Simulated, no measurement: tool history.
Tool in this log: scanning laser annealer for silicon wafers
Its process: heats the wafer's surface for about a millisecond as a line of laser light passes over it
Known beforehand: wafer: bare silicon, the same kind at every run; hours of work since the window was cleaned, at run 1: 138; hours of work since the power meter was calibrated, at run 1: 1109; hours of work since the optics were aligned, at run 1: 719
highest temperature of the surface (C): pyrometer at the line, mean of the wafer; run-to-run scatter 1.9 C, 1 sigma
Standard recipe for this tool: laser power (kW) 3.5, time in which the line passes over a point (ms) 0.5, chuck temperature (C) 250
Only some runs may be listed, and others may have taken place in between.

run	hour	laser power (kW)	time in which the line passes over a point (ms)	chuck temperature (C)	hours of work since the window was cleaned	hours of work since the power meter was calibrated	hours of work since the optics were aligned	highest temperature of the surface (C)
1	0	3.5	0.5	250	138	1109	719	1052
2	38	3.5	0.5	250	168	1139	749	1053
3	104	3.5	0.5	250	220	1191	801	1041
4	165.9	3.5	0.476	250	269	1240	850	1016
5	220.9	3.5	0.476	250	312	1283	893	1014
6	251.6	3.5	0.476	250	336	1307	917	1010
7	315.9	3.5	0.476	250	387	1358	968	1004
# hour 323.6: window over the wafer cleaned
8	350.1	3.5	0.476	250	21	1383	993	1034
9	390.4	3.5	0.476	250	53	1415	1025	1033
10	428.6	3.5	0.5	235	83	1445	1055	1036
11	493.5	3.5	0.5	235	134	1496	1106	1029
12	552.1	3.5	0.5	235	180	1542	1152	1027
13	619.4	3.5	0.5	281	233	1595	1205	1062
# hour 630.3: optics aligned, line set to its width
14	673.3	3.5	0.5	281	271	1634	34	1055
15	703.9	3.5	0.5	281	295	1658	58	1051
16	771.3	3.5	0.5	281	348	1711	111	1044
17	801	3.5	0.5	250	372	1734	134	1010
# hour 825.7: window over the wafer cleaned
18	866.1	3.5	0.5	250	32	1784	184	1049
19	897.5	3.5	0.5	250	56	1809	209	1040
20	938.1	3.5	0.5	250	88	1840	241	1038
# hour 948.6: optics aligned, line set to its width, once more
21	980.3	3.14	0.5	250	118	1870	25	952
22	1029.9	3.046	0.505	250	157	1909	64	927
23	1070.2	3.046	0.505	250	188	1941	96	921
24	1127.7	3.046	0.505	250	234	1986	141	916
25	1183.9	3.324	0.5	259	278	2030	185	998
26	1251.7	3.324	0.5	265	331	2083	238	996
27	1314.7	3.802	0.385	250	381	2133	288	1004
# hour 1326.1: window over the wafer cleaned
28	1366.4	3.118	0.385	250	32	2172	327	858
29	1397.7	3.5	0.461	261	56	2197	352	1037
30	1434.6	3.5	0.461	267	85	2226	381	1040
31	1492.8	3.5	0.461	267	131	2271	427	1037
32	1547.7	3.65	0.413	254	174	2315	470	1014
33	1591	3.137	0.413	263	208	2349	504	881
34	1646.8	3.346	0.463	232	252	2393	548	946
35	1705.8	3.346	0.463	232	299	2439	594	938
36	1751.6	3.346	0.463	232	335	2475	630	934
37	1793	3.346	0.463	232	367	2508	663	931
# hour 1824.3: window over the wafer cleaned
38	1860.5	3.211	0.404	232	29	2559	714	871
39	1893.7	3.211	0.404	232	55	2585	740	868
40	1929	3.5	0.381	245	82	2613	768	937

What if the next run were any one of these 3? Each begins from the tool's condition after run 40:
A	1984.3	3.143	0.371	245	126	2657	812	?
B	1984.3	3.743	0.504	230	126	2657	812	?
C	1984.3	3.5	0.38	255	126	2657	812	?

run	highest temperature of the surface (C)
A	829
B	1101
C	940
Without the tool's unlogged condition, the same runs would have read:
run	highest temperature of the surface (C)
A	859
B	1146
C	975

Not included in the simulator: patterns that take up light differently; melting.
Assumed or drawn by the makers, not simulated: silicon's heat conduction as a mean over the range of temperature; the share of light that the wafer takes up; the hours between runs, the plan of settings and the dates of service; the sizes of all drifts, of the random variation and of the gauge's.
